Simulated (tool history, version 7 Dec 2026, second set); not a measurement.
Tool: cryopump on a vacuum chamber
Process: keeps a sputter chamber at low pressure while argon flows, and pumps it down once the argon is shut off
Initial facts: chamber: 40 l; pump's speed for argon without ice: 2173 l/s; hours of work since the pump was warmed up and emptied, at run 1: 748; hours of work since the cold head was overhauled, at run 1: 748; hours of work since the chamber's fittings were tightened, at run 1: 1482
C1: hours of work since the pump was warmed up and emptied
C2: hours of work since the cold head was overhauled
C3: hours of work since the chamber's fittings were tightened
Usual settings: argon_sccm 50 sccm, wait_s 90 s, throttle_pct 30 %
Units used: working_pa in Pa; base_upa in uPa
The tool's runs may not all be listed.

{"run": 1, "hour": 0.0, "argon_sccm": 50, "wait_s": 90, "throttle_pct": 30, "C1": 748, "C2": 748, "C3": 1482, "working_pa": 0.1385, "base_upa": 1.38}
{"run": 2, "hour": 93.9, "argon_sccm": 50, "wait_s": 90, "throttle_pct": 34, "C1": 820, "C2": 820, "C3": 1554, "working_pa": 0.1248, "base_upa": 1.45}
{"run": 3, "hour": 185.4, "argon_sccm": 52, "wait_s": 90, "throttle_pct": 34, "C1": 890, "C2": 890, "C3": 1624, "working_pa": 0.1326, "base_upa": 1.53}
{"run": 4, "hour": 273.6, "argon_sccm": 31, "wait_s": 90, "throttle_pct": 30, "C1": 958, "C2": 958, "C3": 1692, "working_pa": 0.0893, "base_upa": 1.53}
{"run": 5, "hour": 332.2, "argon_sccm": 50, "wait_s": 68, "throttle_pct": 30, "C1": 1002, "C2": 1002, "C3": 1736, "working_pa": 0.1464, "base_upa": 1.83}
{"run": 6, "hour": 382.7, "argon_sccm": 50, "wait_s": 68, "throttle_pct": 30, "C1": 1041, "C2": 1041, "C3": 1775, "working_pa": 0.1455, "base_upa": 1.83}
{"hour": 398.0, "done": "pump warmed up, emptied and cooled again"}
{"run": 7, "hour": 458.2, "argon_sccm": 50, "wait_s": 68, "throttle_pct": 30, "C1": 46, "C2": 1095, "C3": 1829, "working_pa": 0.1312, "base_upa": 1.68}
{"run": 8, "hour": 522.3, "argon_sccm": 50, "wait_s": 68, "throttle_pct": 30, "C1": 95, "C2": 1144, "C3": 1878, "working_pa": 0.1322, "base_upa": 1.65}
{"run": 9, "hour": 564.3, "argon_sccm": 50, "wait_s": 61, "throttle_pct": 30, "C1": 127, "C2": 1176, "C3": 1910, "working_pa": 0.1334, "base_upa": 1.72}
{"run": 10, "hour": 639.2, "argon_sccm": 50, "wait_s": 61, "throttle_pct": 30, "C1": 184, "C2": 1233, "C3": 1967, "working_pa": 0.1325, "base_upa": 1.8}
{"run": 11, "hour": 713.9, "argon_sccm": 50, "wait_s": 61, "throttle_pct": 30, "C1": 242, "C2": 1291, "C3": 2025, "working_pa": 0.1334, "base_upa": 1.81}
{"run": 12, "hour": 768.8, "argon_sccm": 50, "wait_s": 61, "throttle_pct": 30, "C1": 284, "C2": 1333, "C3": 2067, "working_pa": 0.1342, "base_upa": 1.83}
{"run": 13, "hour": 839.7, "argon_sccm": 50, "wait_s": 90, "throttle_pct": 30, "C1": 338, "C2": 1387, "C3": 2121, "working_pa": 0.1345, "base_upa": 1.53}
{"run": 14, "hour": 910.3, "argon_sccm": 50, "wait_s": 90, "throttle_pct": 30, "C1": 392, "C2": 1441, "C3": 2175, "working_pa": 0.1357, "base_upa": 1.55}
{"run": 15, "hour": 998.3, "argon_sccm": 59, "wait_s": 90, "throttle_pct": 33, "C1": 459, "C2": 1508, "C3": 2242, "working_pa": 0.1466, "base_upa": 1.66}
{"run": 16, "hour": 1064.3, "argon_sccm": 97, "wait_s": 215, "throttle_pct": 33, "C1": 510, "C2": 1559, "C3": 2293, "working_pa": 0.2445, "base_upa": 1.18}
{"run": 17, "hour": 1129.5, "argon_sccm": 25, "wait_s": 72, "throttle_pct": 30, "C1": 559, "C2": 1608, "C3": 2342, "working_pa": 0.07, "base_upa": 1.78}
{"run": 18, "hour": 1229.0, "argon_sccm": 50, "wait_s": 219, "throttle_pct": 30, "C1": 636, "C2": 1685, "C3": 2419, "working_pa": 0.1391, "base_upa": 1.37}
{"run": 19, "hour": 1285.9, "argon_sccm": 50, "wait_s": 34, "throttle_pct": 30, "C1": 679, "C2": 1728, "C3": 2462, "working_pa": 0.1412, "base_upa": 2.86}
{"run": 20, "hour": 1365.3, "argon_sccm": 50, "wait_s": 187, "throttle_pct": 46, "C1": 740, "C2": 1789, "C3": 2523, "working_pa": 0.096, "base_upa": 1.44}
{"run": 21, "hour": 1455.2, "argon_sccm": 94, "wait_s": 62, "throttle_pct": 33, "C1": 809, "C2": 1858, "C3": 2592, "working_pa": 0.2452, "base_upa": 2.16}

Run 22 has not been measured yet. What should we expect?
{"run": 22, "hour": 1544.3, "argon_sccm": 94, "wait_s": 62, "throttle_pct": 33, "C1": 877, "C2": 1926, "C3": 2660, "working_pa": "?", "base_upa": "?"}

working_pa: 0.2473 Pa
base_upa: 2.27 uPa
The same run, on a tool lacking any hidden state, would have yielded working_pa 0.2211 Pa, base_upa 1.16 uPa.
